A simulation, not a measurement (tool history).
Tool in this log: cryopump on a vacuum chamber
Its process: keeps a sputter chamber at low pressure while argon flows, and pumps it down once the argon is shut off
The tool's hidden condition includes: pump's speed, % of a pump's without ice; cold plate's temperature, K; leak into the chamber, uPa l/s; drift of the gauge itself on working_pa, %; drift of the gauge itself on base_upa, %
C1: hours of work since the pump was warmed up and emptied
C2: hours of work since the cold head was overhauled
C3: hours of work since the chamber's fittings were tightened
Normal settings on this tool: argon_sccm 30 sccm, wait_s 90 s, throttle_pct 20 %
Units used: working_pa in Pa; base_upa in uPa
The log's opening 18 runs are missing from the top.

run 19 hour=448.9 | argon_sccm=30 wait_s=210 throttle_pct=50 | C1=522 C2=522 C3=1601 | working_pa=0.0485 base_upa=1.74
run 20 hour=481.9 | argon_sccm=28 wait_s=24 throttle_pct=56 | C1=536 C2=536 C3=1615 | working_pa=0.0411 base_upa=3.68
run 21 hour=503.9 | argon_sccm=59 wait_s=24 throttle_pct=36 | C1=545 C2=545 C3=1624 | working_pa=0.1285 base_upa=3.61
run 22 hour=519.4 | argon_sccm=30 wait_s=76 throttle_pct=20 | C1=552 C2=552 C3=1631 | working_pa=0.1145 base_upa=2.22
run 23 hour=546.9 | argon_sccm=30 wait_s=127 throttle_pct=18 | C1=563 C2=563 C3=1642 | working_pa=0.1271 base_upa=2.06
run 24 hour=568.4 | argon_sccm=28 wait_s=22 throttle_pct=21 | C1=572 C2=572 C3=1651 | working_pa=0.1023 base_upa=4.02
-- hour=594.2 leaking fittings of the chamber tightened, without venting
run 25 hour=594.2 | argon_sccm=30 wait_s=90 throttle_pct=16 | C1=582 C2=582 C3=0 | working_pa=0.1423 base_upa=0.69
run 26 hour=624 | argon_sccm=30 wait_s=90 throttle_pct=16 | C1=595 C2=595 C3=13 | working_pa=0.1421 base_upa=0.79

Predict the results of run 27:
run 27 hour=658.7 | argon_sccm=16 wait_s=236 throttle_pct=52 | C1=610 C2=610 C3=27 | working_pa=? base_upa=?

{"run 27": {"working_pa": 0.0254, "base_upa": 0.42}}
Without the tool's hidden state the same run would have given working_pa 0.0228 Pa, base_upa 0.36 uPa.
